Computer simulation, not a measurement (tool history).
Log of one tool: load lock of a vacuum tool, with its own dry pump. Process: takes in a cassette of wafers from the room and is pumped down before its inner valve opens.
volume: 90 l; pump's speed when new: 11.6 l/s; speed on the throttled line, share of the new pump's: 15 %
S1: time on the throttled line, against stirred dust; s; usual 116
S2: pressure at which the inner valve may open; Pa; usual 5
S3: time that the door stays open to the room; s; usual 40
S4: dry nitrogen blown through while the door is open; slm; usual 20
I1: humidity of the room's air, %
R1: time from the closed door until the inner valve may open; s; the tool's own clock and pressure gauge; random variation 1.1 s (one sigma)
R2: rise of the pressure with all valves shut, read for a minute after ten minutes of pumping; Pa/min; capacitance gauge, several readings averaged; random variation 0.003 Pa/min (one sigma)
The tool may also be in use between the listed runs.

Run 1, hour 0: usual settings; I1 41.5. Result: R1 177.9 s, R2 0.088 Pa/min.
Run 2, hour 400: usual settings; I1 47.4. Result: R1 177.5 s, R2 0.092 Pa/min.
Run 3, hour 926.4: usual settings; I1 44.1. Result: R1 178.3 s, R2 0.091 Pa/min.
Run 4, hour 1257.1: usual settings; I1 45.5. Result: R1 181.6 s, R2 0.092 Pa/min.
Run 5, hour 1815.7: usual settings; I1 46.2. Result: R1 180.5 s, R2 0.105 Pa/min.
Run 6, hour 2105.4: usual settings; I1 42.9. Result: R1 181.6 s, R2 0.099 Pa/min.
Run 7, hour 2769.8: usual settings; I1 42. Result: R1 182.4 s, R2 0.098 Pa/min.
Run 8, hour 3350.8: usual settings; I1 43.9. Result: R1 184.1 s, R2 0.101 Pa/min.
Run 9, hour 3667.5: usual settings; I1 44.5. Result: R1 184.3 s, R2 0.106 Pa/min.
Run 10, hour 4163.3: usual settings; I1 44.2. Result: R1 185.6 s, R2 0.105 Pa/min.
Run 11, hour 4833.3: usual settings; I1 40.6. Result: R1 187.1 s, R2 0.111 Pa/min.
Run 12, hour 5303.3: usual settings; I1 43.8. Result: R1 187.3 s, R2 0.116 Pa/min.
Run 13, hour 5908.7: usual settings; I1 48.3. Result: R1 188.4 s, R2 0.118 Pa/min.
Run 14, hour 6581.1: usual settings but S1 156 s, S3 45 s, S4 12 slm; I1 47.7. Result: R1 223.6 s, R2 0.12 Pa/min.
Run 15, hour 7261.8: usual settings but S1 139 s, S2 6 Pa, S4 41 slm; I1 44.7. Result: R1 210.7 s, R2 0.123 Pa/min.
Run 16, hour 7736.7: usual settings but S1 222 s, S2 8 Pa, S3 86 s, S4 21 slm; I1 43.5. Result: R1 275.3 s, R2 0.128 Pa/min.
Run 17, hour 8049.2: usual settings but S1 175 s, S2 9 Pa, S4 28 slm; I1 45.8. Result: R1 236.9 s, R2 0.131 Pa/min.
Run 18, hour 8604.2: usual settings but S1 83 s, S3 47 s; I1 44.9. Result: R1 170.4 s, R2 0.134 Pa/min.
At hour 8847.4: dry pump taken out, an overhauled one fitted.
Run 19, hour 9120.9: usual settings but S1 83 s, S3 47 s; I1 46.7. Result: R1 149.1 s, R2 0.13 Pa/min.
Run 20, hour 9723.9: usual settings but S1 83 s, S2 4 Pa, S3 47 s, S4 10 slm; I1 44.2. Result: R1 149.6 s, R2 0.14 Pa/min.
Run 21, hour 10215.4: usual settings but S1 113 s, S2 8 Pa, S3 37 s, S4 16 slm; I1 45. Result: R1 172.3 s, R2 0.135 Pa/min.
Run 22, hour 10614.2: usual settings but S1 113 s, S2 8 Pa, S3 49 s, S4 21 slm; I1 44.6. Result: R1 174.5 s, R2 0.145 Pa/min.
Run 23, hour 11020.8: usual settings; I1 47.7. Result: R1 180.4 s, R2 0.15 Pa/min.
Run 24, hour 11637.3: usual settings; I1 42.4. Result: R1 180.4 s, R2 0.148 Pa/min.
Run 25, hour 12008.5: usual settings but S1 59 s, S4 35 slm; I1 46.2. Result: R1 135.7 s, R2 0.145 Pa/min.
Run 26, hour 12616.1: usual settings but S1 59 s, S4 35 slm; I1 46.2. Result: R1 134.4 s, R2 0.15 Pa/min.

3 ways to go on from here, each from the tool as it stands after run 26. What would each give?
Run A, hour 13219.3: usual settings but S1 183 s, S4 35 slm; I1 46.8. Result: R1 ?, R2 ?.
Run B, hour 13219.3: usual settings but S1 63 s, S2 9 Pa, S4 36 slm; I1 43. Result: R1 ?, R2 ?.
Run C, hour 13219.3: usual settings but S3 224 s, S4 5 slm; I1 44.1. Result: R1 ?, R2 ?.

run     R1     R2
  A  238.4  0.153
  B    133  0.147
  C  182.2  0.203
Without the tool's hidden state the same runs would have given:
run     R1     R2
  A  232.1  0.008
  B    125  0.003
  C  174.5  0.055
